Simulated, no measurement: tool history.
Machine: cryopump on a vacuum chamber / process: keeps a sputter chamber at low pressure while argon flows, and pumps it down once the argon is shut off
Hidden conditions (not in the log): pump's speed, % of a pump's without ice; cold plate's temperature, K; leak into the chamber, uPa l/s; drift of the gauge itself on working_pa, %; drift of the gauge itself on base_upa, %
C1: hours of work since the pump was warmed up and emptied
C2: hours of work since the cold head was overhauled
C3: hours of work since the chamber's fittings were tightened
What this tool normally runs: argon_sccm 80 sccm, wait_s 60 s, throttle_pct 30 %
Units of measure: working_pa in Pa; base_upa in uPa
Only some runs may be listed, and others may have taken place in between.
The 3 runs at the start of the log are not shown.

Run 4, day 2.262: usual settings; C1 226; C2 226; C3 76. Result: working_pa 0.3547 Pa, base_upa 1.69 uPa.
Run 5, day 3.175: usual settings but throttle_pct 27 %; C1 242; C2 242; C3 93. Result: working_pa 0.3939 Pa, base_upa 1.71 uPa.
Run 6, day 3.958: usual settings but throttle_pct 27 %; C1 257; C2 257; C3 107. Result: working_pa 0.3971 Pa, base_upa 1.76 uPa.
Run 7, day 4.604: usual settings but throttle_pct 27 %; C1 268; C2 268; C3 119. Result: working_pa 0.3927 Pa, base_upa 1.78 uPa.
Run 8, day 5.188: usual settings but throttle_pct 27 %; C1 279; C2 279; C3 130. Result: working_pa 0.3979 Pa, base_upa 1.78 uPa.
Run 9, day 5.662: usual settings but throttle_pct 27 %; C1 288; C2 288; C3 139. Result: working_pa 0.3968 Pa, base_upa 1.85 uPa.
Run 10, day 6.496: usual settings; C1 303; C2 303; C3 154. Result: working_pa 0.3591 Pa, base_upa 1.83 uPa.
Run 11, day 7.446: usual settings; C1 320; C2 320; C3 171. Result: working_pa 0.3571 Pa, base_upa 1.88 uPa.
Run 12, day 8.417: usual settings; C1 338; C2 338; C3 189. Result: working_pa 0.3591 Pa, base_upa 1.91 uPa.
Run 13, day 9.233: usual settings but wait_s 287 s; C1 353; C2 353; C3 204. Result: working_pa 0.3599 Pa, base_upa 0.92 uPa.
Run 14, day 9.8: usual settings but throttle_pct 35 %; C1 363; C2 363; C3 214. Result: working_pa 0.3112 Pa, base_upa 1.99 uPa.
Run 15, day 10.388: usual settings but throttle_pct 35 %; C1 374; C2 374; C3 225. Result: working_pa 0.312 Pa, base_upa 2.05 uPa.
Run 16, day 11.058: usual settings but throttle_pct 35 %; C1 386; C2 386; C3 237. Result: working_pa 0.3112 Pa, base_upa 2.06 uPa.
Run 17, day 12.071: usual settings but throttle_pct 35 %; C1 405; C2 405; C3 256. Result: working_pa 0.3091 Pa, base_upa 2.06 uPa.
Run 18, day 12.621: usual settings but argon_sccm 69 sccm, wait_s 110 s, throttle_pct 19 %; C1 415; C2 415; C3 266. Result: working_pa 0.4878 Pa, base_upa 1.52 uPa.

Run 19 comes next. What will it give?
Run 19, day 13.033: usual settings but argon_sccm 69 sccm, wait_s 110 s, throttle_pct 19 %; C1 423; C2 423; C3 273. Result: working_pa ?, base_upa ?.

{"run 19": {"working_pa": 0.4851, "base_upa": 1.45}}
If the tool had no hidden condition, the same run with the same run-to-run variation would have returned working_pa 0.4719 Pa, base_upa 0.9 uPa.
